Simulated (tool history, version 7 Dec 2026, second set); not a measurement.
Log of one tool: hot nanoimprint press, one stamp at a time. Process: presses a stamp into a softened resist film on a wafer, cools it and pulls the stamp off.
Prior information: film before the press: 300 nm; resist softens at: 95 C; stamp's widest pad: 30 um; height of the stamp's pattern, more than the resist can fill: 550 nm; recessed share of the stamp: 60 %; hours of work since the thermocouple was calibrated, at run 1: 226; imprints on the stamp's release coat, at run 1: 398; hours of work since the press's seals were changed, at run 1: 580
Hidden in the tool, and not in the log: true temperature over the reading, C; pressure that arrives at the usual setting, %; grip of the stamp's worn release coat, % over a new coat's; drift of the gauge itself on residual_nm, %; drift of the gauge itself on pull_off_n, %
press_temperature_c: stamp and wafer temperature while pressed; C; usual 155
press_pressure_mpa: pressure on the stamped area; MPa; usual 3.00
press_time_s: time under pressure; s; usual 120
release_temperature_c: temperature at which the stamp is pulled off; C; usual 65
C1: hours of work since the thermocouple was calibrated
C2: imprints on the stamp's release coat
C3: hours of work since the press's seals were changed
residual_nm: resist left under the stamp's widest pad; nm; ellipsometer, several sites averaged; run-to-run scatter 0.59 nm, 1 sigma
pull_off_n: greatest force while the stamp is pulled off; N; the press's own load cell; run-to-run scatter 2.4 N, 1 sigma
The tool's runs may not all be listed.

{"run": 1, "hour": 0.0, "press_temperature_c": 155, "press_pressure_mpa": 3.0, "press_time_s": 120, "release_temperature_c": 65, "C1": 226, "C2": 398, "C3": 580, "residual_nm": 118.3, "pull_off_n": 109}
{"run": 2, "hour": 35.5, "press_temperature_c": 155, "press_pressure_mpa": 3.0, "press_time_s": 120, "release_temperature_c": 72, "C1": 246, "C2": 505, "C3": 601, "residual_nm": 117.0, "pull_off_n": 104}
{"hour": 67.7, "done": "plate thermocouple calibrated"}
{"run": 3, "hour": 75.5, "press_temperature_c": 155, "press_pressure_mpa": 3.0, "press_time_s": 120, "release_temperature_c": 72, "C1": 5, "C2": 616, "C3": 622, "residual_nm": 117.7, "pull_off_n": 105}
{"run": 4, "hour": 109.7, "press_temperature_c": 155, "press_pressure_mpa": 3.0, "press_time_s": 120, "release_temperature_c": 72, "C1": 24, "C2": 719, "C3": 642, "residual_nm": 116.2, "pull_off_n": 107}
{"run": 5, "hour": 140.2, "press_temperature_c": 155, "press_pressure_mpa": 3.0, "press_time_s": 120, "release_temperature_c": 72, "C1": 42, "C2": 811, "C3": 660, "residual_nm": 117.8, "pull_off_n": 100}
{"run": 6, "hour": 159.5, "press_temperature_c": 155, "press_pressure_mpa": 3.0, "press_time_s": 120, "release_temperature_c": 72, "C1": 53, "C2": 869, "C3": 671, "residual_nm": 117.2, "pull_off_n": 104}
{"run": 7, "hour": 188.9, "press_temperature_c": 155, "press_pressure_mpa": 3.0, "press_time_s": 120, "release_temperature_c": 72, "C1": 71, "C2": 957, "C3": 688, "residual_nm": 117.1, "pull_off_n": 101}
{"run": 8, "hour": 218.1, "press_temperature_c": 155, "press_pressure_mpa": 3.0, "press_time_s": 120, "release_temperature_c": 72, "C1": 88, "C2": 1045, "C3": 705, "residual_nm": 118.0, "pull_off_n": 106}
{"run": 9, "hour": 256.4, "press_temperature_c": 155, "press_pressure_mpa": 3.0, "press_time_s": 83, "release_temperature_c": 65, "C1": 110, "C2": 1160, "C3": 728, "residual_nm": 136.0, "pull_off_n": 108}
{"hour": 269.4, "done": "press's hydraulic seals changed and the load cell set to zero"}
{"run": 10, "hour": 291.4, "press_temperature_c": 155, "press_pressure_mpa": 2.31, "press_time_s": 120, "release_temperature_c": 65, "C1": 126, "C2": 1241, "C3": 13, "residual_nm": 129.6, "pull_off_n": 104}
{"run": 11, "hour": 329.5, "press_temperature_c": 155, "press_pressure_mpa": 2.31, "press_time_s": 120, "release_temperature_c": 65, "C1": 148, "C2": 1356, "C3": 35, "residual_nm": 130.4, "pull_off_n": 109}
{"run": 12, "hour": 354.0, "press_temperature_c": 155, "press_pressure_mpa": 3.71, "press_time_s": 188, "release_temperature_c": 54, "C1": 162, "C2": 1429, "C3": 49, "residual_nm": 86.2, "pull_off_n": 118}
{"run": 13, "hour": 378.3, "press_temperature_c": 150, "press_pressure_mpa": 3.21, "press_time_s": 85, "release_temperature_c": 69, "C1": 176, "C2": 1502, "C3": 63, "residual_nm": 171.7, "pull_off_n": 107}
{"hour": 399.4, "done": "stamp cleaned and given a new release coat"}
{"run": 14, "hour": 411.6, "press_temperature_c": 163, "press_pressure_mpa": 4.46, "press_time_s": 120, "release_temperature_c": 66, "C1": 192, "C2": 36, "C3": 79, "residual_nm": 58.7, "pull_off_n": 106}
{"run": 15, "hour": 434.5, "press_temperature_c": 166, "press_pressure_mpa": 1.96, "press_time_s": 75, "release_temperature_c": 53, "C1": 205, "C2": 105, "C3": 93, "residual_nm": 91.2, "pull_off_n": 116}
{"run": 16, "hour": 457.6, "press_temperature_c": 166, "press_pressure_mpa": 1.96, "press_time_s": 140, "release_temperature_c": 61, "C1": 219, "C2": 175, "C3": 106, "residual_nm": 68.4, "pull_off_n": 111}
{"run": 17, "hour": 487.7, "press_temperature_c": 155, "press_pressure_mpa": 3.4, "press_time_s": 89, "release_temperature_c": 65, "C1": 236, "C2": 265, "C3": 124, "residual_nm": 124.1, "pull_off_n": 107}

Forecast each of these 3 alternatives for the next run:
{"run": "A", "hour": 518.6, "press_temperature_c": 155, "press_pressure_mpa": 3.3, "press_time_s": 156, "release_temperature_c": 65, "C1": 254, "C2": 358, "C3": 142, "residual_nm": "?", "pull_off_n": "?"}
{"run": "B", "hour": 518.6, "press_temperature_c": 153, "press_pressure_mpa": 1.83, "press_time_s": 200, "release_temperature_c": 65, "C1": 254, "C2": 358, "C3": 142, "residual_nm": "?", "pull_off_n": "?"}
{"run": "C", "hour": 518.6, "press_temperature_c": 153, "press_pressure_mpa": 3.0, "press_time_s": 120, "release_temperature_c": 64, "C1": 254, "C2": 358, "C3": 142, "residual_nm": "?", "pull_off_n": "?"}

run=A residual_nm=98.8 pull_off_n=110
run=B residual_nm=129.2 pull_off_n=109
run=C residual_nm=129.9 pull_off_n=110
Take away the tool's hidden state, keep each run's random variation, and the runs would have read:
run=A residual_nm=101.2 pull_off_n=110
run=B residual_nm=132.4 pull_off_n=108
run=C residual_nm=133.1 pull_off_n=110

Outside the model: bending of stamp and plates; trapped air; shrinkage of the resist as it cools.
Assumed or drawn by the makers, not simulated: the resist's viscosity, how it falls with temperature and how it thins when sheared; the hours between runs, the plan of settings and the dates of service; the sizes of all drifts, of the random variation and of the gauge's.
